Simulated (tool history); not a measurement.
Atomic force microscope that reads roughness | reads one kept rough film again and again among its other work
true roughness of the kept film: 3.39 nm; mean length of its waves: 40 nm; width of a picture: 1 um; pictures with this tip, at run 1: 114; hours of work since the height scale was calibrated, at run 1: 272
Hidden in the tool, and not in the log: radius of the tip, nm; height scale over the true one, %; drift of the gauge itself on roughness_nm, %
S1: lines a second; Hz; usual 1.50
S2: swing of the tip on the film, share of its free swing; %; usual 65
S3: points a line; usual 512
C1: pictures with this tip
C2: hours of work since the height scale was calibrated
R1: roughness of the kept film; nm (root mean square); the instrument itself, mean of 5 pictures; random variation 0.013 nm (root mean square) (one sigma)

run	day	S1	S2	S3	C1	C2	R1
1	0.000	1.50	65	512	114	272	2.919
2	0.312	1.50	65	512	124	276	2.894
3	0.625	1.50	65	512	133	281	2.908
4	0.896	1.50	65	512	141	284	2.875
5	1.312	1.50	65	512	153	290	2.878
6	1.654	1.50	65	512	163	295	2.883
7	2.129	2.50	65	512	177	301	2.782
8	2.542	1.50	58	512	189	307	2.876
9	3.017	1.50	58	512	203	313	2.859
10	3.325	1.50	58	512	212	318	2.862
11	3.567	1.50	58	512	219	321	2.815
12	3.783	1.50	58	512	226	324	2.827
13	4.288	1.50	58	512	240	331	2.810
14	4.800	1.50	58	512	255	338	2.795
15	5.158	1.50	58	512	266	343	2.771
16	5.583	0.58	65	512	278	349	2.775
17	6.096	1.50	65	512	293	356	2.694
18	6.508	1.50	65	512	306	361	2.686
19	6.750	1.93	65	512	313	365	2.668
20	7.083	1.50	65	512	322	369	2.685
21	7.304	1.50	65	512	329	372	2.656
22	7.512	1.50	65	512	335	375	2.662
23	7.821	1.50	67	512	344	379	2.643
24	8.242	1.50	67	512	357	385	2.633
# day 8.604: new tip fitted
25	8.721	1.50	67	512	3	392	3.067
26	8.988	1.50	67	502	11	395	3.081
27	9.350	1.50	67	502	22	400	3.048
28	9.854	2.87	67	404	36	407	2.927
29	10.117	2.87	67	404	44	411	2.915
30	10.392	2.87	61	623	52	414	2.966
31	10.896	1.50	65	979	67	421	2.987
32	11.283	1.50	76	979	78	427	2.913
33	11.729	0.60	65	391	91	433	3.011
34	12.133	0.62	65	423	103	438	3.006
35	12.617	3.69	65	512	118	445	2.798
36	12.942	1.50	74	380	127	450	2.840
37	13.338	1.50	88	512	139	455	2.690
38	13.704	0.70	70	381	150	460	2.928
39	13.912	0.94	87	381	156	463	2.817
40	14.412	0.94	65	778	170	470	2.902
41	14.867	0.94	61	642	184	476	2.905
42	15.092	3.44	65	426	190	479	2.739
43	15.429	3.44	65	426	200	484	2.736
44	15.788	3.44	65	426	211	489	2.710
45	16.121	3.44	89	348	221	493	2.292
46	16.546	1.50	65	828	233	499	2.783
47	16.983	1.50	65	828	246	505	2.801
48	17.500	2.64	74	534	261	512	2.611
49	17.717	1.18	67	684	268	515	2.781
50	18.104	1.51	65	389	279	520	2.743
51	18.492	1.51	63	277	290	526	2.736
52	18.829	3.22	56	303	300	530	2.712
53	19.071	3.22	59	342	307	534	2.698

4 ways to go on from here, each from the tool as it stands after run 53. What would each give?
A	19.408	0.96	67	342	317	538	?
B	19.408	1.44	56	761	317	538	?
C	19.408	3.22	68	342	317	538	?
D	19.408	3.22	65	342	317	538	?

run	R1
A	2.719
B	2.764
C	2.569
D	2.619
Without the tool's hidden state the same runs would have given:
run	R1
A	3.103
B	3.154
C	2.932
D	2.989
